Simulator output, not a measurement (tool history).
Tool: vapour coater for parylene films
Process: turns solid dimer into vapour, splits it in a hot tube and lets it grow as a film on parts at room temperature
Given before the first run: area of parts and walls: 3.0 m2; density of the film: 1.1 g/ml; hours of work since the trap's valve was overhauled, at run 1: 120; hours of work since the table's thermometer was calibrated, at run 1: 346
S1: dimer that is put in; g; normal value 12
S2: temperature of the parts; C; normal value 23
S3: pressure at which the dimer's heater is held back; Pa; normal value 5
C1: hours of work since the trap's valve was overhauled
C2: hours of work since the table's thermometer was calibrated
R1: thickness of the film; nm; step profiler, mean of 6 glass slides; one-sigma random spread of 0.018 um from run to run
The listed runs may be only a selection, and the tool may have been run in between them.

| run | hour | S1 | S2 | S3 | C1 | C2 | R1 |
|---|---|---|---|---|---|---|---|
| 1 | 0 | 12 | 23 | 5 | 120 | 346 | 2380 |
| 2 | 53.8 | 12 | 23 | 5 | 159 | 385 | 2390 |
| 3 | 86.1 | 12 | 23 | 5 | 182 | 408 | 2350 |
| 4 | 135.6 | 12 | 23 | 5 | 218 | 444 | 2290 |
| 5 | 183.7 | 12 | 23 | 5 | 253 | 479 | 2280 |
| 6 | 209.9 | 12 | 23 | 5 | 271 | 498 | 2290 |
| 7 | 237 | 12 | 23 | 9.56 | 291 | 517 | 2170 |
| 8 | 282.4 | 12 | 23 | 9.56 | 324 | 550 | 2150 |
|  | 298.7 | trap's valve overhauled |
| 9 | 339.4 | 12 | 23 | 5 | 29 | 589 | 2150 |
| 10 | 381.5 | 12 | 23 | 5 | 60 | 619 | 2130 |
| 11 | 426.4 | 16 | 23 | 5 | 92 | 651 | 2810 |
| 12 | 474.6 | 16 | 23 | 5 | 127 | 686 | 2730 |
| 13 | 525.2 | 18 | 25 | 5 | 164 | 723 | 2770 |
| 14 | 554.1 | 18 | 25 | 8.46 | 185 | 744 | 2670 |
| 15 | 594.5 | 18 | 25 | 8.46 | 214 | 773 | 2610 |
|  | 603.1 | trap's valve overhauled, once more |
| 16 | 650.4 | 17 | 25 | 7.41 | 34 | 810 | 3110 |
| 17 | 703.5 | 7 | 25 | 7.41 | 73 | 849 | 1270 |
| 18 | 728.1 | 15 | 20 | 3.23 | 90 | 867 | 3620 |
| 19 | 776.6 | 8 | 29 | 5.36 | 125 | 902 | 1190 |
| 20 | 821.3 | 8 | 29 | 5.36 | 158 | 934 | 1200 |
| 21 | 843.8 | 12 | 21 | 5 | 174 | 950 | 2620 |
| 22 | 896.4 | 12 | 24 | 5 | 212 | 988 | 2250 |
| 23 | 944.2 | 12 | 35 | 4.04 | 246 | 1023 | 1330 |

Alternative continuations, all from the tool just after run 23; predict every row:
| A | 989.3 | 8 | 22 | 2.8 | 279 | 1055 | ? |
| B | 989.3 | 18 | 17 | 2.74 | 279 | 1055 | ? |
| C | 989.3 | 12 | 23 | 9.46 | 279 | 1055 | ? |
| D | 989.3 | 12 | 25 | 4.04 | 279 | 1055 | ? |

| run | R1 |
|---|---|
| A | 1660 |
| B | 4750 |
| C | 2220 |
| D | 2120 |
Take away the tool's hidden state, keep each run's random variation, and the runs would have read:
| run | R1 |
|---|---|
| A | 1800 |
| B | 5140 |
| C | 2400 |
| D | 2290 |

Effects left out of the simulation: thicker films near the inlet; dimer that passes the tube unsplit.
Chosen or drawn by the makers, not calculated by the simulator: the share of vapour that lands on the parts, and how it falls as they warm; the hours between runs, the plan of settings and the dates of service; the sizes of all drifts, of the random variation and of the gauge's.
